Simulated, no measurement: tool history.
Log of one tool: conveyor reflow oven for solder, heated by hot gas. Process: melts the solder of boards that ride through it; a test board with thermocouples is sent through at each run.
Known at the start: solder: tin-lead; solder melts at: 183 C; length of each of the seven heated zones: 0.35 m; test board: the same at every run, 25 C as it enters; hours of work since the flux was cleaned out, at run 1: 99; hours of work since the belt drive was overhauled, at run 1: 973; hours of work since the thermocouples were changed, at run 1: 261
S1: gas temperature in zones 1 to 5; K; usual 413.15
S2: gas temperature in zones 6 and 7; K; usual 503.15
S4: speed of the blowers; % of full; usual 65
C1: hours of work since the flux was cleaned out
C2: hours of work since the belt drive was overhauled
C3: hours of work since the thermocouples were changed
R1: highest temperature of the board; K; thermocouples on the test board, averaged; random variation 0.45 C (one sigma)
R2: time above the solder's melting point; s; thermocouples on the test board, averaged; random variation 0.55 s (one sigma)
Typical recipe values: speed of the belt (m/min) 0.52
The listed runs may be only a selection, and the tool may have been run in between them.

run 1 hour=0 | S1=413.15 S2=503.15 speed_of_the_belt_(m/min)=0.52 S4=65 | C1=99 C2=973 C3=261 | R1=481.25 R2=51.8
run 2 hour=27.4 | S1=413.15 S2=503.15 speed_of_the_belt_(m/min)=0.52 S4=65 | C1=117 C2=991 C3=280 | R1=481.05 R2=52.4
run 3 hour=70.3 | S1=413.15 S2=503.15 speed_of_the_belt_(m/min)=0.52 S4=65 | C1=146 C2=1020 C3=309 | R1=480.35 R2=51.8
run 4 hour=96 | S1=413.15 S2=503.15 speed_of_the_belt_(m/min)=0.52 S4=65 | C1=164 C2=1038 C3=326 | R1=480.65 R2=50.7
-- hour=140.8 flux residue cleaned out of gas plates and filters
run 5 hour=150.8 | S1=413.15 S2=503.15 speed_of_the_belt_(m/min)=0.52 S4=65 | C1=7 C2=1071 C3=360 | R1=482.15 R2=53.3
run 6 hour=177.5 | S1=413.15 S2=503.15 speed_of_the_belt_(m/min)=0.52 S4=65 | C1=25 C2=1089 C3=378 | R1=481.55 R2=52.5
run 7 hour=214 | S1=413.15 S2=503.15 speed_of_the_belt_(m/min)=0.52 S4=65 | C1=49 C2=1114 C3=403 | R1=482.45 R2=52.5
run 8 hour=249.5 | S1=413.15 S2=503.15 speed_of_the_belt_(m/min)=0.52 S4=87 | C1=73 C2=1138 C3=427 | R1=487.65 R2=59.7
run 9 hour=288.5 | S1=413.15 S2=503.15 speed_of_the_belt_(m/min)=0.52 S4=87 | C1=100 C2=1164 C3=453 | R1=487.25 R2=59.5
run 10 hour=322.6 | S1=413.15 S2=503.15 speed_of_the_belt_(m/min)=0.52 S4=65 | C1=123 C2=1187 C3=476 | R1=481.25 R2=50.4
run 11 hour=355.1 | S1=413.15 S2=503.15 speed_of_the_belt_(m/min)=0.52 S4=65 | C1=145 C2=1209 C3=498 | R1=480.25 R2=50.9
run 12 hour=402.9 | S1=413.15 S2=503.15 speed_of_the_belt_(m/min)=0.52 S4=65 | C1=177 C2=1242 C3=530 | R1=479.85 R2=50.1
-- hour=428.7 flux residue cleaned out of gas plates and filters
run 13 hour=444.8 | S1=413.15 S2=503.15 speed_of_the_belt_(m/min)=0.52 S4=65 | C1=11 C2=1267 C3=555 | R1=482.35 R2=53.6
run 14 hour=482.8 | S1=413.15 S2=503.15 speed_of_the_belt_(m/min)=0.52 S4=65 | C1=37 C2=1292 C3=581 | R1=482.45 R2=52.9
run 15 hour=527.8 | S1=402.15 S2=509.15 speed_of_the_belt_(m/min)=0.438 S4=65 | C1=67 C2=1323 C3=611 | R1=490.65 R2=69.7
run 16 hour=567.7 | S1=402.15 S2=508.15 speed_of_the_belt_(m/min)=0.475 S4=65 | C1=94 C2=1350 C3=638 | R1=486.35 R2=59.6
run 17 hour=600.7 | S1=402.15 S2=508.15 speed_of_the_belt_(m/min)=0.475 S4=65 | C1=116 C2=1372 C3=661 | R1=486.45 R2=58.4
run 18 hour=640.6 | S1=413.15 S2=493.15 speed_of_the_belt_(m/min)=0.52 S4=57 | C1=143 C2=1399 C3=687 | R1=469.65 R2=34.8
run 19 hour=685.9 | S1=413.15 S2=503.15 speed_of_the_belt_(m/min)=0.52 S4=54 | C1=174 C2=1429 C3=718 | R1=475.55 R2=44.1
-- hour=716.6 flux residue cleaned out of gas plates and filters
run 20 hour=722.1 | S1=405.15 S2=516.15 speed_of_the_belt_(m/min)=0.541 S4=54 | C1=4 C2=1451 C3=739 | R1=483.75 R2=48.2
run 21 hour=767 | S1=413.15 S2=514.15 speed_of_the_belt_(m/min)=0.52 S4=65 | C1=34 C2=1481 C3=769 | R1=489.65 R2=61.4
run 22 hour=818.6 | S1=413.15 S2=514.15 speed_of_the_belt_(m/min)=0.52 S4=65 | C1=69 C2=1516 C3=804 | R1=490.35 R2=60.4
run 23 hour=854.2 | S1=413.15 S2=503.15 speed_of_the_belt_(m/min)=0.445 S4=86 | C1=93 C2=1540 C3=828 | R1=491.15 R2=75.7
run 24 hour=897.2 | S1=413.15 S2=503.15 speed_of_the_belt_(m/min)=0.445 S4=86 | C1=122 C2=1569 C3=857 | R1=490.75 R2=76
run 25 hour=944.4 | S1=418.15 S2=503.15 speed_of_the_belt_(m/min)=0.445 S4=64 | C1=154 C2=1601 C3=889 | R1=485.75 R2=71.1
run 26 hour=994.6 | S1=403.15 S2=503.15 speed_of_the_belt_(m/min)=0.52 S4=67 | C1=188 C2=1635 C3=923 | R1=478.85 R2=46.1
-- hour=1003.6 flux residue cleaned out of gas plates and filters
run 27 hour=1048.6 | S1=403.15 S2=503.15 speed_of_the_belt_(m/min)=0.52 S4=67 | C1=30 C2=1668 C3=956 | R1=479.45 R2=46.9

How would selected steps in R1 from run to run divide? Give the signed amount a tool lacking its hidden state would still show from settings, what came in and random variation, and the signed amount left for the hidden state, including any gauge scatter that is not in both of the compared results.
The hidden state here: heat that the gas passes to the board, % of a clean oven's; belt's true speed, % of the reading; true gas temperature in zones 6 and 7 over the reading, C; drift of the gauge itself on peak_c, C; drift of the gauge itself on liquid_s, %.
Run 12 -> 13: flux residue cleaned out of gas plates and filters. R1 +2.5 K: hidden state +1.9, all else +0.6.
Run 14 -> 15: S1 413.15 -> 402.15, S2 503.15 -> 509.15, speed of the belt (m/min) 0.52 -> 0.438. R1 +8.2 K: hidden state -0.4, all else +8.6.
Run 17 -> 18: S1 402.15 -> 413.15, S2 508.15 -> 493.15, speed of the belt (m/min) 0.475 -> 0.52, S4 65 -> 57. R1 -16.8 K: hidden state -0.1, all else -16.7.
Run 19 -> 20: S1 413.15 -> 405.15, S2 503.15 -> 516.15, speed of the belt (m/min) 0.52 -> 0.541, flux residue cleaned out of gas plates and filters. R1 +8.2 K: hidden state +1.8, all else +6.4.

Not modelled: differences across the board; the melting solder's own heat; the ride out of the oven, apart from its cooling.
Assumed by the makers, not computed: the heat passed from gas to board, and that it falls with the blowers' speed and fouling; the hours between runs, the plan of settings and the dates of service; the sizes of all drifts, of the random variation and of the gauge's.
